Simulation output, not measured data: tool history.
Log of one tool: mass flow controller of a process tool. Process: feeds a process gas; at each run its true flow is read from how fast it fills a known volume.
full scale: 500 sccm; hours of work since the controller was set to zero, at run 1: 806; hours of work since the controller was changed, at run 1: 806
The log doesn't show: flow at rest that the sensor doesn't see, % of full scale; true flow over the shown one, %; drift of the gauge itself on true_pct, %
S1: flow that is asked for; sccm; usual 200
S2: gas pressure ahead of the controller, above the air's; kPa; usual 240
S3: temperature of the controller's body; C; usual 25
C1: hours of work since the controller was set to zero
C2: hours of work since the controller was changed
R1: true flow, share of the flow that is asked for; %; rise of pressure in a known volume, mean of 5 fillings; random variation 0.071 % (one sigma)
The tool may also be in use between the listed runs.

{"run": 1, "hour": 0.0, "S1": 200, "S2": 240, "S3": 25, "C1": 806, "C2": 806, "R1": 99.52}
{"run": 2, "hour": 75.3, "S1": 200, "S2": 240, "S3": 25, "C1": 840, "C2": 840, "R1": 99.6}
{"run": 3, "hour": 158.8, "S1": 200, "S2": 240, "S3": 28, "C1": 878, "C2": 878, "R1": 99.77}
{"run": 4, "hour": 231.8, "S1": 200, "S2": 240, "S3": 37, "C1": 911, "C2": 911, "R1": 100.4}
{"run": 5, "hour": 312.7, "S1": 200, "S2": 240, "S3": 40, "C1": 948, "C2": 948, "R1": 100.5}
{"run": 6, "hour": 383.3, "S1": 200, "S2": 240, "S3": 40, "C1": 980, "C2": 980, "R1": 100.56}
{"run": 7, "hour": 434.9, "S1": 200, "S2": 240, "S3": 25, "C1": 1003, "C2": 1003, "R1": 99.56}
{"run": 8, "hour": 469.7, "S1": 200, "S2": 240, "S3": 27, "C1": 1019, "C2": 1019, "R1": 99.69}
{"run": 9, "hour": 532.9, "S1": 200, "S2": 240, "S3": 27, "C1": 1047, "C2": 1047, "R1": 99.71}
{"run": 10, "hour": 609.5, "S1": 200, "S2": 240, "S3": 25, "C1": 1082, "C2": 1082, "R1": 99.6}
{"run": 11, "hour": 646.0, "S1": 200, "S2": 240, "S3": 25, "C1": 1099, "C2": 1099, "R1": 99.57}
{"run": 12, "hour": 722.4, "S1": 200, "S2": 240, "S3": 25, "C1": 1133, "C2": 1133, "R1": 99.52}
{"run": 13, "hour": 799.2, "S1": 200, "S2": 240, "S3": 25, "C1": 1168, "C2": 1168, "R1": 99.53}
{"run": 14, "hour": 867.9, "S1": 200, "S2": 240, "S3": 25, "C1": 1199, "C2": 1199, "R1": 99.57}
{"run": 15, "hour": 944.2, "S1": 200, "S2": 240, "S3": 25, "C1": 1234, "C2": 1234, "R1": 99.6}
{"run": 16, "hour": 1008.1, "S1": 200, "S2": 240, "S3": 25, "C1": 1263, "C2": 1263, "R1": 99.51}
{"run": 17, "hour": 1062.1, "S1": 200, "S2": 240, "S3": 25, "C1": 1287, "C2": 1287, "R1": 99.62}
{"run": 18, "hour": 1113.3, "S1": 200, "S2": 178, "S3": 25, "C1": 1310, "C2": 1310, "R1": 99.65}
{"run": 19, "hour": 1165.2, "S1": 200, "S2": 178, "S3": 25, "C1": 1334, "C2": 1334, "R1": 99.7}
{"run": 20, "hour": 1236.5, "S1": 200, "S2": 240, "S3": 25, "C1": 1366, "C2": 1366, "R1": 99.62}
{"run": 21, "hour": 1281.7, "S1": 200, "S2": 240, "S3": 25, "C1": 1386, "C2": 1386, "R1": 99.43}
{"run": 22, "hour": 1319.8, "S1": 200, "S2": 240, "S3": 25, "C1": 1404, "C2": 1404, "R1": 99.44}
{"run": 23, "hour": 1358.9, "S1": 200, "S2": 264, "S3": 25, "C1": 1421, "C2": 1421, "R1": 99.52}
{"run": 24, "hour": 1437.1, "S1": 200, "S2": 240, "S3": 24, "C1": 1457, "C2": 1457, "R1": 99.39}
{"run": 25, "hour": 1514.5, "S1": 200, "S2": 207, "S3": 23, "C1": 1492, "C2": 1492, "R1": 99.42}
{"run": 26, "hour": 1577.8, "S1": 200, "S2": 207, "S3": 23, "C1": 1521, "C2": 1521, "R1": 99.61}
{"run": 27, "hour": 1630.3, "S1": 436, "S2": 207, "S3": 28, "C1": 1544, "C2": 1544, "R1": 100.46}
{"run": 28, "hour": 1671.3, "S1": 436, "S2": 207, "S3": 28, "C1": 1563, "C2": 1563, "R1": 100.38}
{"run": 29, "hour": 1727.1, "S1": 436, "S2": 207, "S3": 28, "C1": 1588, "C2": 1588, "R1": 100.28}
{"run": 30, "hour": 1802.8, "S1": 436, "S2": 207, "S3": 28, "C1": 1622, "C2": 1622, "R1": 100.38}
{"run": 31, "hour": 1871.4, "S1": 200, "S2": 279, "S3": 32, "C1": 1653, "C2": 1653, "R1": 99.88}
{"run": 32, "hour": 1935.2, "S1": 200, "S2": 279, "S3": 32, "C1": 1682, "C2": 1682, "R1": 99.96}
{"run": 33, "hour": 2015.9, "S1": 200, "S2": 279, "S3": 32, "C1": 1719, "C2": 1719, "R1": 100.06}
{"run": 34, "hour": 2064.4, "S1": 200, "S2": 279, "S3": 32, "C1": 1741, "C2": 1741, "R1": 99.76}
{"run": 35, "hour": 2128.5, "S1": 200, "S2": 279, "S3": 32, "C1": 1770, "C2": 1770, "R1": 99.96}
{"run": 36, "hour": 2168.3, "S1": 51, "S2": 254, "S3": 26, "C1": 1788, "C2": 1788, "R1": 97.99}
{"run": 37, "hour": 2219.9, "S1": 420, "S2": 192, "S3": 22, "C1": 1811, "C2": 1811, "R1": 99.96}
{"run": 38, "hour": 2264.7, "S1": 208, "S2": 141, "S3": 25, "C1": 1831, "C2": 1831, "R1": 99.6}
{"run": 39, "hour": 2329.9, "S1": 59, "S2": 141, "S3": 39, "C1": 1861, "C2": 1861, "R1": 99.23}
{"run": 40, "hour": 2380.6, "S1": 59, "S2": 141, "S3": 39, "C1": 1884, "C2": 1884, "R1": 99.21}
{"run": 41, "hour": 2452.3, "S1": 59, "S2": 141, "S3": 39, "C1": 1916, "C2": 1916, "R1": 99.26}
{"run": 42, "hour": 2527.7, "S1": 83, "S2": 220, "S3": 33, "C1": 1951, "C2": 1951, "R1": 99.22}
{"run": 43, "hour": 2570.2, "S1": 369, "S2": 176, "S3": 40, "C1": 1970, "C2": 1970, "R1": 101.24}
{"run": 44, "hour": 2608.6, "S1": 130, "S2": 176, "S3": 40, "C1": 1987, "C2": 1987, "R1": 100.31}
{"run": 45, "hour": 2692.4, "S1": 130, "S2": 176, "S3": 40, "C1": 2025, "C2": 2025, "R1": 100.21}
{"run": 46, "hour": 2735.7, "S1": 294, "S2": 227, "S3": 28, "C1": 2045, "C2": 2045, "R1": 99.91}
{"run": 47, "hour": 2809.2, "S1": 294, "S2": 227, "S3": 28, "C1": 2078, "C2": 2078, "R1": 99.95}
{"run": 48, "hour": 2870.8, "S1": 65, "S2": 228, "S3": 30, "C1": 2106, "C2": 2106, "R1": 98.56}

Some steps in R1 between neighbouring runs. How much of each would the tool show without its hidden state too (settings, what came in, random variation), and how much is left for the hidden state, with any gauge scatter that isn't in both results?
Run 35 -> 36: S1 200 -> 51, S2 279 -> 254, S3 32 -> 26. R1 -1.97 %: hidden state -1.35, all else -0.62.
Run 36 -> 37: S1 51 -> 420, S2 254 -> 192, S3 26 -> 22. R1 +1.97 %: hidden state +1.60, all else +0.37.
Run 42 -> 43: S1 83 -> 369, S2 220 -> 176, S3 33 -> 40. R1 +2.02 %: hidden state +0.93, all else +1.09.
Run 47 -> 48: S1 294 -> 65, S2 227 -> 228, S3 28 -> 30. R1 -1.39 %: hidden state -1.27, all else -0.12.
